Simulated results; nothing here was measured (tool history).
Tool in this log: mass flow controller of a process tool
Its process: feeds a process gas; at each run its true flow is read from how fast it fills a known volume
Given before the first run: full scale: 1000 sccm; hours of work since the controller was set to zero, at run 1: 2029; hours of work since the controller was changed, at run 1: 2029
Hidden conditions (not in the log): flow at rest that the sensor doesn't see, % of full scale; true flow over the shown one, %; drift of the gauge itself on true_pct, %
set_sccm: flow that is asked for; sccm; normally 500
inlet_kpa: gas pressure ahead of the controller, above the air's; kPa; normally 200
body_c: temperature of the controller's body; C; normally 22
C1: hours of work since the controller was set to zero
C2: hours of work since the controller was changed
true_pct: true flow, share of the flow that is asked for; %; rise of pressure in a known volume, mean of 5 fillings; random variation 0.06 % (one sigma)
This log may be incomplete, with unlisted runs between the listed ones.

run 1 day=0 | set_sccm=500 inlet_kpa=200 body_c=22 | C1=2029 C2=2029 | true_pct=99.41
run 2 day=12.608 | set_sccm=500 inlet_kpa=200 body_c=22 | C1=2259 C2=2259 | true_pct=99.46
run 3 day=27.808 | set_sccm=500 inlet_kpa=200 body_c=22 | C1=2536 C2=2536 | true_pct=99.58
run 4 day=41.092 | set_sccm=500 inlet_kpa=200 body_c=22 | C1=2779 C2=2779 | true_pct=99.54
run 5 day=55.312 | set_sccm=500 inlet_kpa=200 body_c=22 | C1=3038 C2=3038 | true_pct=99.59
run 6 day=67.904 | set_sccm=500 inlet_kpa=200 body_c=22 | C1=3268 C2=3268 | true_pct=99.73
run 7 day=81.117 | set_sccm=500 inlet_kpa=200 body_c=22 | C1=3509 C2=3509 | true_pct=99.82
run 8 day=95.725 | set_sccm=500 inlet_kpa=190 body_c=22 | C1=3776 C2=3776 | true_pct=99.89
run 9 day=104.229 | set_sccm=500 inlet_kpa=190 body_c=22 | C1=3931 C2=3931 | true_pct=99.76
run 10 day=120.179 | set_sccm=500 inlet_kpa=190 body_c=22 | C1=4222 C2=4222 | true_pct=99.91
run 11 day=128.492 | set_sccm=500 inlet_kpa=190 body_c=33 | C1=4374 C2=4374 | true_pct=99.52
run 12 day=137.667 | set_sccm=500 inlet_kpa=200 body_c=22 | C1=4541 C2=4541 | true_pct=99.96
run 13 day=151.079 | set_sccm=500 inlet_kpa=200 body_c=22 | C1=4786 C2=4786 | true_pct=100.02
run 14 day=167.321 | set_sccm=500 inlet_kpa=200 body_c=22 | C1=5082 C2=5082 | true_pct=100.21
run 15 day=179.033 | set_sccm=500 inlet_kpa=200 body_c=38 | C1=5296 C2=5296 | true_pct=99.49
run 16 day=193.354 | set_sccm=500 inlet_kpa=200 body_c=38 | C1=5557 C2=5557 | true_pct=99.58
run 17 day=200.462 | set_sccm=500 inlet_kpa=200 body_c=38 | C1=5687 C2=5687 | true_pct=99.49
run 18 day=211.271 | set_sccm=500 inlet_kpa=200 body_c=38 | C1=5884 C2=5884 | true_pct=99.62
run 19 day=225.433 | set_sccm=868 inlet_kpa=200 body_c=22 | C1=6143 C2=6143 | true_pct=100.98
run 20 day=240.292 | set_sccm=868 inlet_kpa=166 body_c=22 | C1=6414 C2=6414 | true_pct=100.95
-- day=252.525 controller's zero set anew
run 21 day=252.962 | set_sccm=868 inlet_kpa=166 body_c=22 | C1=8 C2=6645 | true_pct=100.95
run 22 day=259.796 | set_sccm=868 inlet_kpa=166 body_c=22 | C1=133 C2=6769 | true_pct=101.07
run 23 day=269.4 | set_sccm=868 inlet_kpa=166 body_c=22 | C1=308 C2=6945 | true_pct=101
run 24 day=277.796 | set_sccm=381 inlet_kpa=200 body_c=23 | C1=461 C2=7098 | true_pct=100.34
run 25 day=289.117 | set_sccm=500 inlet_kpa=237 body_c=21 | C1=668 C2=7304 | true_pct=100.93
run 26 day=297.992 | set_sccm=521 inlet_kpa=153 body_c=21 | C1=830 C2=7466 | true_pct=100.64
run 27 day=308.633 | set_sccm=521 inlet_kpa=153 body_c=21 | C1=1024 C2=7661 | true_pct=100.72
run 28 day=320.383 | set_sccm=500 inlet_kpa=152 body_c=20 | C1=1238 C2=7875 | true_pct=100.66
run 29 day=336.596 | set_sccm=500 inlet_kpa=232 body_c=28 | C1=1534 C2=8171 | true_pct=100.67
run 30 day=348.8 | set_sccm=500 inlet_kpa=232 body_c=28 | C1=1757 C2=8394 | true_pct=100.81
run 31 day=359.933 | set_sccm=226 inlet_kpa=177 body_c=33 | C1=1960 C2=8597 | true_pct=100.07
run 32 day=367.9 | set_sccm=500 inlet_kpa=200 body_c=25 | C1=2105 C2=8742 | true_pct=100.91
run 33 day=378.475 | set_sccm=500 inlet_kpa=200 body_c=25 | C1=2298 C2=8935 | true_pct=100.91
-- day=386.996 controller exchanged for a calibrated one
run 34 day=392.946 | set_sccm=107 inlet_kpa=260 body_c=25 | C1=109 C2=109 | true_pct=100.76
run 35 day=401.754 | set_sccm=107 inlet_kpa=177 body_c=25 | C1=269 C2=269 | true_pct=100.47
run 36 day=417.217 | set_sccm=420 inlet_kpa=159 body_c=23 | C1=552 C2=552 | true_pct=101.04
-- day=431.3 gauge calibrated
run 37 day=433.883 | set_sccm=420 inlet_kpa=159 body_c=23 | C1=856 C2=856 | true_pct=99.12
run 38 day=443.675 | set_sccm=420 inlet_kpa=159 body_c=23 | C1=1034 C2=1034 | true_pct=99.16
run 39 day=451.708 | set_sccm=859 inlet_kpa=159 body_c=23 | C1=1181 C2=1181 | true_pct=99.82
run 40 day=468.196 | set_sccm=300 inlet_kpa=169 body_c=23 | C1=1482 C2=1482 | true_pct=99.13
run 41 day=481.096 | set_sccm=314 inlet_kpa=150 body_c=21 | C1=1717 C2=1717 | true_pct=99.35
run 42 day=495.25 | set_sccm=314 inlet_kpa=150 body_c=21 | C1=1976 C2=1976 | true_pct=99.21
run 43 day=506.646 | set_sccm=155 inlet_kpa=145 body_c=27 | C1=2184 C2=2184 | true_pct=98.95

Alternative continuations, all from the tool just after run 43; predict every row:
run A day=513.733 | set_sccm=500 inlet_kpa=261 body_c=22 | C1=2313 C2=2313 | true_pct=?
run B day=513.733 | set_sccm=169 inlet_kpa=148 body_c=27 | C1=2313 C2=2313 | true_pct=?
run C day=513.733 | set_sccm=402 inlet_kpa=145 body_c=20 | C1=2313 C2=2313 | true_pct=?

run=A true_pct=99.91
run=B true_pct=98.86
run=C true_pct=99.49
Stripped of hidden state, with their random variation kept, the same runs would have yielded:
run=A true_pct=99.54
run=B true_pct=98.49
run=C true_pct=99.12
